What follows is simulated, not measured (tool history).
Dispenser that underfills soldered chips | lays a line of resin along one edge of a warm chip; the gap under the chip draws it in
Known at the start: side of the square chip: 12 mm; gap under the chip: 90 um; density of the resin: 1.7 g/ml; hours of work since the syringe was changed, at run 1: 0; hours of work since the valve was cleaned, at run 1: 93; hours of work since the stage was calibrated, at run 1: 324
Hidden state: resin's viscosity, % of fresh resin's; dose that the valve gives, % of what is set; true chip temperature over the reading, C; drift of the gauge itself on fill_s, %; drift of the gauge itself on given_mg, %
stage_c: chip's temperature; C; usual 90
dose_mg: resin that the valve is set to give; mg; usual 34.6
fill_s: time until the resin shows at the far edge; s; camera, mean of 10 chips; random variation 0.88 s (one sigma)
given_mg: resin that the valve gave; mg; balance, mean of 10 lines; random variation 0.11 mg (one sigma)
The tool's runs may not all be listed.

run   hour  stage_c  dose_mg  hours of work since the syringe was changed  hours of work since the valve was cleaned  hours of work since the stage was calibrated  fill_s  given_mg
  1    0.0       90     34.6                                            0                                         93                                           324    87.9     32.92
  2    5.9       77     34.6                                            5                                         97                                           328   156.2     33.00
       7.6  -- new syringe of resin
  3   13.0       77     34.6                                            4                                        103                                           333   152.6     32.86
      14.9  -- new syringe of resin
  4   20.4       77     40.5                                            4                                        108                                           339   151.7     38.42
      22.3  -- new syringe of resin
      29.7  -- new syringe of resin
  5   30.1       77     40.5                                            0                                        115                                           346   130.7     38.40
      36.9  -- new syringe of resin
  6   36.9       77     40.5                                            0                                        120                                           351   127.2     38.07
  7   41.7       77     40.5                                            4                                        124                                           355   147.4     38.15
      44.2  -- new syringe of resin
      51.7  -- new syringe of resin
  8   52.1       90     34.6                                            0                                        131                                           362    92.2     32.50
      56.2  -- dispensing valve cleaned and set on the balance
      60.4  -- new syringe of resin
  9   62.4       90     34.6                                            2                                          5                                           369    94.8     34.57
      67.7  -- new syringe of resin
 10   68.9       90     31.0                                            1                                          9                                           374    91.0     30.82
      75.1  -- new syringe of resin
 11   75.9       90     40.8                                            1                                         14                                           379    88.5     40.74
 12   80.9       90     40.8                                            4                                         18                                           383   106.1     40.42
      82.9  -- new syringe of resin
      90.4  -- new syringe of resin
 13   90.4       80     40.8                                            0                                         25                                           389   118.4     40.29
 14   94.9       90     34.6                                            3                                         28                                           393   100.0     33.99
      97.7  -- new syringe of resin
 15  103.3       96     41.6                                            4                                         35                                           399    88.1     40.88
     105.2  -- new syringe of resin
 16  109.7       96     41.6                                            3                                         39                                           404    80.8     41.00
     112.7  -- new syringe of resin
     120.5  -- new syringe of resin
 17  121.1       82     42.6                                            0                                         48                                           412   112.1     41.58
 18  127.3       89     31.7                                            5                                         52                                           417   113.1     30.75
     128.6  -- new syringe of resin
     136.5  -- new syringe of resin
 19  138.4       89     31.7                                            1                                         60                                           425    98.7     30.82
 20  143.0       94     30.0                                            5                                         64                                           428    97.6     29.12
     143.8  -- new syringe of resin
 21  150.4      103     34.7                                            5                                         69                                           434    72.2     33.60
     151.5  -- new syringe of resin
 22  156.0      103     43.9                                            3                                         73                                           438    69.1     42.39
     159.1  -- new syringe of resin
 23  165.1      103     43.9                                            5                                         80                                           445    73.6     42.36
     166.5  -- new syringe of resin
     174.0  -- new syringe of resin
 24  176.3       82     38.7                                            2                                         88                                           453   122.9     37.08
     181.4  -- new syringe of resin
 25  184.7       76     31.9                                            2                                         94                                           459   154.7     30.57
     188.9  -- new syringe of resin
 26  193.4       76     31.9                                            3                                        101                                           465   161.9     30.33
     196.2  -- new syringe of resin
 27  202.7       76     31.9                                            5                                        108                                           472   169.5     30.16
     203.8  -- new syringe of resin
 28  208.8       76     31.9                                            4                                        112                                           477   164.3     30.24

Forecast each of these 4 alternatives for the next run:
     211.1  -- new syringe of resin
  A  215.5       95     34.5                                            3                                        117                                           481       ?         ?
     211.1  -- new syringe of resin
  B  215.5       77     43.7                                            3                                        117                                           481       ?         ?
     211.1  -- new syringe of resin
  C  215.5       75     35.6                                            3                                        117                                           481       ?         ?
     211.1  -- new syringe of resin
  D  215.5       91     32.8                                            3                                        117                                           481       ?         ?

run  fill_s  given_mg
  A    88.6     32.26
  B   151.0     41.23
  C   167.0     33.52
  D    98.7     30.99
Without the tool's hidden state the same runs would have given:
run  fill_s  given_mg
  A    71.0     34.18
  B   121.0     43.68
  C   133.2     35.52
  D    78.9     32.83
